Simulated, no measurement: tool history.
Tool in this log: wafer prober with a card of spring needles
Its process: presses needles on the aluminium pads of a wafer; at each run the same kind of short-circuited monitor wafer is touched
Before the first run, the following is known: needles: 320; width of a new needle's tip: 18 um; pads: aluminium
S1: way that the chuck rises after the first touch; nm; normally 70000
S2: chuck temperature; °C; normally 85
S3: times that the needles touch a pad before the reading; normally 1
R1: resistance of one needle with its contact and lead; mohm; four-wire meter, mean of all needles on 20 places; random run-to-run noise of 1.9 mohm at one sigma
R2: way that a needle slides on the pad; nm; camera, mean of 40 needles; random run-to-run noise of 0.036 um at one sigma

run,hour,S1,S2,S3,R1,R2
1,0,70000,85,1,261,11500
# hour 3: tips cleaned on abrasive film
# hour 8: tips cleaned on abrasive film
# hour 11.9: tips cleaned on abrasive film
# hour 16.9: tips cleaned on abrasive film
# hour 20.9: tips cleaned on abrasive film
# hour 24.8: tips cleaned on abrasive film
# hour 28.8: tips cleaned on abrasive film
# hour 32.8: tips cleaned on abrasive film
# hour 37.8: tips cleaned on abrasive film
# hour 42.7: tips cleaned on abrasive film
# hour 46.7: tips cleaned on abrasive film
# hour 51.6: tips cleaned on abrasive film
# hour 56.6: tips cleaned on abrasive film
2,58.5,70000,85,1,264,11460
# hour 61.5: tips cleaned on abrasive film
# hour 65.5: tips cleaned on abrasive film
# hour 69.5: tips cleaned on abrasive film
# hour 73.5: tips cleaned on abrasive film
# hour 77.5: tips cleaned on abrasive film
# hour 82.4: tips cleaned on abrasive film
# hour 86.4: tips cleaned on abrasive film
# hour 90.4: tips cleaned on abrasive film
# hour 95.3: tips cleaned on abrasive film
# hour 99.3: tips cleaned on abrasive film
# hour 103.3: tips cleaned on abrasive film
# hour 107.2: tips cleaned on abrasive film
# hour 111.2: tips cleaned on abrasive film
# hour 115.2: tips cleaned on abrasive film
# hour 120.2: tips cleaned on abrasive film
# hour 124.1: tips cleaned on abrasive film
# hour 129.1: tips cleaned on abrasive film
# hour 133.1: tips cleaned on abrasive film
# hour 137: tips cleaned on abrasive film
# hour 141: tips cleaned on abrasive film
3,144.8,70000,85,1,307,11290
# hour 145.9: tips cleaned on abrasive film
# hour 149.9: tips cleaned on abrasive film
# hour 153.9: tips cleaned on abrasive film
# hour 157.8: tips cleaned on abrasive film
# hour 161.8: tips cleaned on abrasive film
# hour 166.8: tips cleaned on abrasive film
# hour 171.7: tips cleaned on abrasive film
# hour 175.7: tips cleaned on abrasive film
# hour 180.6: tips cleaned on abrasive film
# hour 185.6: tips cleaned on abrasive film
# hour 190.5: tips cleaned on abrasive film
# hour 194.5: tips cleaned on abrasive film
# hour 198.5: tips cleaned on abrasive film
# hour 202.5: tips cleaned on abrasive film
# hour 203.7: height of the first contact set anew
# hour 207.7: tips cleaned on abrasive film
# hour 211.7: tips cleaned on abrasive film
# hour 215.7: tips cleaned on abrasive film
4,217.4,70000,85,1,276,11470
# hour 220.4: tips cleaned on abrasive film
# hour 224.4: tips cleaned on abrasive film
# hour 228.3: tips cleaned on abrasive film
# hour 232.3: tips cleaned on abrasive film
# hour 237.3: tips cleaned on abrasive film
# hour 242.2: tips cleaned on abrasive film
# hour 246.2: tips cleaned on abrasive film
# hour 250.2: tips cleaned on abrasive film
# hour 255.1: tips cleaned on abrasive film
# hour 260.1: tips cleaned on abrasive film
# hour 264.1: tips cleaned on abrasive film
# hour 268: tips cleaned on abrasive film
# hour 272: tips cleaned on abrasive film
# hour 276: tips cleaned on abrasive film
# hour 280: tips cleaned on abrasive film
# hour 284: tips cleaned on abrasive film
# hour 287.9: tips cleaned on abrasive film
# hour 292.9: tips cleaned on abrasive film
# hour 297.8: tips cleaned on abrasive film
# hour 302.8: tips cleaned on abrasive film
5,305.4,70000,85,1,294,11370
# hour 307.4: tips cleaned on abrasive film
# hour 312.4: tips cleaned on abrasive film
# hour 316.3: tips cleaned on abrasive film
# hour 320.3: tips cleaned on abrasive film
# hour 324.3: tips cleaned on abrasive film
# hour 328.3: tips cleaned on abrasive film
# hour 333.2: tips cleaned on abrasive film
# hour 338.2: tips cleaned on abrasive film
# hour 343.1: tips cleaned on abrasive film
# hour 347.1: tips cleaned on abrasive film
# hour 351.1: tips cleaned on abrasive film
# hour 355.1: tips cleaned on abrasive film
# hour 360: tips cleaned on abrasive film
# hour 364: tips cleaned on abrasive film
# hour 368: tips cleaned on abrasive film
6,371.8,70000,85,1,330,11310
# hour 372.8: tips cleaned on abrasive film
# hour 376.8: tips cleaned on abrasive film
# hour 380.8: tips cleaned on abrasive film
# hour 385.7: tips cleaned on abrasive film
# hour 389.7: tips cleaned on abrasive film
# hour 393.7: tips cleaned on abrasive film
# hour 398.6: tips cleaned on abrasive film
# hour 403.6: tips cleaned on abrasive film
# hour 407.6: tips cleaned on abrasive film
# hour 410.8: height of the first contact set anew
# hour 411.9: tips cleaned on abrasive film
# hour 416.8: tips cleaned on abrasive film
# hour 420.8: tips cleaned on abrasive film
# hour 424.8: tips cleaned on abrasive film
# hour 436.8: card fitted with new needles
# hour 440.7: tips cleaned on abrasive film
# hour 445.7: tips cleaned on abrasive film
# hour 449.7: tips cleaned on abrasive film
# hour 453.7: tips cleaned on abrasive film
# hour 458.6: tips cleaned on abrasive film
# hour 462.6: tips cleaned on abrasive film
7,464.1,65000,85,1,241,10710
# hour 467.1: tips cleaned on abrasive film
# hour 472: tips cleaned on abrasive film
# hour 476: tips cleaned on abrasive film
# hour 480: tips cleaned on abrasive film
# hour 484: tips cleaned on abrasive film
# hour 487.9: tips cleaned on abrasive film
# hour 491.9: tips cleaned on abrasive film
# hour 496.9: tips cleaned on abrasive film
# hour 500.8: tips cleaned on abrasive film
# hour 504.8: tips cleaned on abrasive film
# hour 508.8: tips cleaned on abrasive film
# hour 513.8: tips cleaned on abrasive film
# hour 517.7: tips cleaned on abrasive film
# hour 521.7: tips cleaned on abrasive film
# hour 526.2: tips cleaned on abrasive film
8,526.2,65000,85,1,208,10570
# hour 531.1: tips cleaned on abrasive film
# hour 535.1: tips cleaned on abrasive film
# hour 540: tips cleaned on abrasive film
# hour 545: tips cleaned on abrasive film
# hour 549: tips cleaned on abrasive film
# hour 553.9: tips cleaned on abrasive film
# hour 557.9: tips cleaned on abrasive film
# hour 562.8: tips cleaned on abrasive film
# hour 567.8: tips cleaned on abrasive film
# hour 571.8: tips cleaned on abrasive film
# hour 576.7: tips cleaned on abrasive film
# hour 581.7: tips cleaned on abrasive film
# hour 585.7: tips cleaned on abrasive film
# hour 589.6: tips cleaned on abrasive film
9,592.9,65000,85,1,295,10480
# hour 594: tips cleaned on abrasive film
# hour 597.9: tips cleaned on abrasive film
# hour 601.9: tips cleaned on abrasive film
# hour 605.9: tips cleaned on abrasive film
# hour 609.9: tips cleaned on abrasive film
# hour 613.9: tips cleaned on abrasive film
# hour 617.8: tips cleaned on abrasive film
# hour 622.8: tips cleaned on abrasive film
# hour 626.8: tips cleaned on abrasive film
# hour 630.8: tips cleaned on abrasive film
# hour 635.7: tips cleaned on abrasive film
# hour 639.7: tips cleaned on abrasive film
# hour 643.9: height of the first contact set anew
# hour 644.9: tips cleaned on abrasive film
10,646,50000,26,3,214,8220
# hour 649: tips cleaned on abrasive film
# hour 653: tips cleaned on abrasive film
# hour 657: tips cleaned on abrasive film
# hour 662: tips cleaned on abrasive film
# hour 666.9: tips cleaned on abrasive film
# hour 671.9: tips cleaned on abrasive film
# hour 675.8: tips cleaned on abrasive film
# hour 680.8: tips cleaned on abrasive film
# hour 684.8: tips cleaned on abrasive film
11,687.8,50000,26,3,252,8200

Consider 4 possible next runs. They are alternatives, not a sequence: every one starts from the tool as it was left by run 11. What does each give?
# hour 688.8: tips cleaned on abrasive film
# hour 692.8: tips cleaned on abrasive film
# hour 696.8: tips cleaned on abrasive film
# hour 701.8: tips cleaned on abrasive film
# hour 706.7: tips cleaned on abrasive film
# hour 710.7: tips cleaned on abrasive film
# hour 715.6: tips cleaned on abrasive film
# hour 720.6: tips cleaned on abrasive film
# hour 724.6: tips cleaned on abrasive film
# hour 729.5: tips cleaned on abrasive film
A,733.1,56000,119,2,?,?
# hour 688.8: tips cleaned on abrasive film
# hour 692.8: tips cleaned on abrasive film
# hour 696.8: tips cleaned on abrasive film
# hour 701.8: tips cleaned on abrasive film
# hour 706.7: tips cleaned on abrasive film
# hour 710.7: tips cleaned on abrasive film
# hour 715.6: tips cleaned on abrasive film
# hour 720.6: tips cleaned on abrasive film
# hour 724.6: tips cleaned on abrasive film
# hour 729.5: tips cleaned on abrasive film
B,733.1,66000,82,1,?,?
# hour 688.8: tips cleaned on abrasive film
# hour 692.8: tips cleaned on abrasive film
# hour 696.8: tips cleaned on abrasive film
# hour 701.8: tips cleaned on abrasive film
# hour 706.7: tips cleaned on abrasive film
# hour 710.7: tips cleaned on abrasive film
# hour 715.6: tips cleaned on abrasive film
# hour 720.6: tips cleaned on abrasive film
# hour 724.6: tips cleaned on abrasive film
# hour 729.5: tips cleaned on abrasive film
C,733.1,74000,123,2,?,?
# hour 688.8: tips cleaned on abrasive film
# hour 692.8: tips cleaned on abrasive film
# hour 696.8: tips cleaned on abrasive film
# hour 701.8: tips cleaned on abrasive film
# hour 706.7: tips cleaned on abrasive film
# hour 710.7: tips cleaned on abrasive film
# hour 715.6: tips cleaned on abrasive film
# hour 720.6: tips cleaned on abrasive film
# hour 724.6: tips cleaned on abrasive film
# hour 729.5: tips cleaned on abrasive film
D,733.1,63000,47,3,?,?

run,R1,R2
A,280,9060
B,292,10740
C,243,12100
D,226,10250
Take away the tool's hidden state, keep each run's random variation, and the runs would have read:
run,R1,R2
A,207,9190
B,196,10870
C,199,12230
D,187,10390
